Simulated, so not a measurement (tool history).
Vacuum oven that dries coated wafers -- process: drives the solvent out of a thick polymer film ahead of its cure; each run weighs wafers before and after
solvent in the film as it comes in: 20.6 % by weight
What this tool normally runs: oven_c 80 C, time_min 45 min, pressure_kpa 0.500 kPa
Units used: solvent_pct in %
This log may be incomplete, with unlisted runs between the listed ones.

{"run": 1, "day": 0.0, "oven_c": 80, "time_min": 45, "pressure_kpa": 0.5, "solvent_pct": 1.44}
{"run": 2, "day": 1.162, "oven_c": 80, "time_min": 45, "pressure_kpa": 0.5, "solvent_pct": 1.45}
{"run": 3, "day": 2.121, "oven_c": 80, "time_min": 45, "pressure_kpa": 0.5, "solvent_pct": 1.45}
{"run": 4, "day": 3.154, "oven_c": 80, "time_min": 45, "pressure_kpa": 0.5, "solvent_pct": 1.4}
{"run": 5, "day": 4.392, "oven_c": 80, "time_min": 45, "pressure_kpa": 1.708, "solvent_pct": 2.73}
{"run": 6, "day": 5.075, "oven_c": 80, "time_min": 45, "pressure_kpa": 1.708, "solvent_pct": 2.7}
{"run": 7, "day": 5.971, "oven_c": 80, "time_min": 45, "pressure_kpa": 1.708, "solvent_pct": 2.73}
{"run": 8, "day": 6.879, "oven_c": 80, "time_min": 45, "pressure_kpa": 1.708, "solvent_pct": 2.71}
{"run": 9, "day": 7.504, "oven_c": 80, "time_min": 45, "pressure_kpa": 1.708, "solvent_pct": 2.59}
{"run": 10, "day": 8.496, "oven_c": 80, "time_min": 45, "pressure_kpa": 1.708, "solvent_pct": 2.77}
{"run": 11, "day": 9.05, "oven_c": 80, "time_min": 45, "pressure_kpa": 1.708, "solvent_pct": 2.7}
{"run": 12, "day": 9.646, "oven_c": 80, "time_min": 45, "pressure_kpa": 1.708, "solvent_pct": 2.65}
{"run": 13, "day": 10.471, "oven_c": 80, "time_min": 37, "pressure_kpa": 0.5, "solvent_pct": 2.01}
{"run": 14, "day": 11.321, "oven_c": 80, "time_min": 37, "pressure_kpa": 0.5, "solvent_pct": 1.99}
{"run": 15, "day": 12.321, "oven_c": 80, "time_min": 37, "pressure_kpa": 0.5, "solvent_pct": 2.02}
{"day": 13.367, "done": "oven's thermocouples calibrated"}
{"run": 16, "day": 13.471, "oven_c": 80, "time_min": 37, "pressure_kpa": 0.5, "solvent_pct": 2.41}
{"run": 17, "day": 14.488, "oven_c": 85, "time_min": 26, "pressure_kpa": 0.5, "solvent_pct": 2.69}
{"run": 18, "day": 15.225, "oven_c": 80, "time_min": 29, "pressure_kpa": 0.422, "solvent_pct": 3.39}
{"run": 19, "day": 15.838, "oven_c": 88, "time_min": 63, "pressure_kpa": 0.704, "solvent_pct": 0.83}
{"run": 20, "day": 16.529, "oven_c": 88, "time_min": 63, "pressure_kpa": 0.704, "solvent_pct": 0.74}
{"run": 21, "day": 17.604, "oven_c": 75, "time_min": 45, "pressure_kpa": 1.411, "solvent_pct": 4.14}
{"run": 22, "day": 18.292, "oven_c": 75, "time_min": 45, "pressure_kpa": 1.411, "solvent_pct": 4.15}
{"run": 23, "day": 19.379, "oven_c": 95, "time_min": 29, "pressure_kpa": 0.514, "solvent_pct": 0.79}
{"run": 24, "day": 20.392, "oven_c": 91, "time_min": 23, "pressure_kpa": 0.33, "solvent_pct": 1.78}
{"run": 25, "day": 20.946, "oven_c": 70, "time_min": 31, "pressure_kpa": 0.478, "solvent_pct": 6.44}
{"run": 26, "day": 21.875, "oven_c": 82, "time_min": 40, "pressure_kpa": 0.336, "solvent_pct": 1.57}
{"run": 27, "day": 22.946, "oven_c": 82, "time_min": 40, "pressure_kpa": 0.336, "solvent_pct": 1.6}
{"run": 28, "day": 24.033, "oven_c": 69, "time_min": 73, "pressure_kpa": 0.889, "solvent_pct": 3.35}
{"run": 29, "day": 25.279, "oven_c": 82, "time_min": 46, "pressure_kpa": 1.483, "solvent_pct": 2.44}
{"run": 30, "day": 25.867, "oven_c": 82, "time_min": 46, "pressure_kpa": 1.483, "solvent_pct": 2.45}
{"run": 31, "day": 27.142, "oven_c": 82, "time_min": 46, "pressure_kpa": 1.483, "solvent_pct": 2.39}

A few steps of solvent_pct between consecutive runs. Split each: what settings, incoming material and random variation would produce without the hidden state, and what is left over for the hidden state, along with gauge scatter present in only one of the two compared results (measured, and without hidden state):
What the log doesn't record here: true wafer temperature over the reading, C; true pressure over the reading, kPa; drift of the gauge itself on solvent_pct, %.
Run 15 -> 16: oven's thermocouples calibrated. solvent_pct +0.39 %: hidden state +0.41, all else -0.02.
Run 20 -> 21: oven_c 88 -> 75, time_min 63 -> 45, pressure_kpa 0.704 -> 1.411. solvent_pct +3.40 %: hidden state +0.09, all else +3.31.
Run 24 -> 25: oven_c 91 -> 70, time_min 23 -> 31, pressure_kpa 0.330 -> 0.478. solvent_pct +4.66 %: hidden state +0.11, all else +4.55.
Run 25 -> 26: oven_c 70 -> 82, time_min 31 -> 40, pressure_kpa 0.478 -> 0.336. solvent_pct -4.87 %: hidden state -0.03, all else -4.84.
Run 27 -> 28: oven_c 82 -> 69, time_min 40 -> 73, pressure_kpa 0.336 -> 0.889. solvent_pct +1.75 %: hidden state +0.17, all else +1.58.
Run 28 -> 29: oven_c 69 -> 82, time_min 73 -> 46, pressure_kpa 0.889 -> 1.483. solvent_pct -0.91 %: hidden state -0.15, all else -0.76.

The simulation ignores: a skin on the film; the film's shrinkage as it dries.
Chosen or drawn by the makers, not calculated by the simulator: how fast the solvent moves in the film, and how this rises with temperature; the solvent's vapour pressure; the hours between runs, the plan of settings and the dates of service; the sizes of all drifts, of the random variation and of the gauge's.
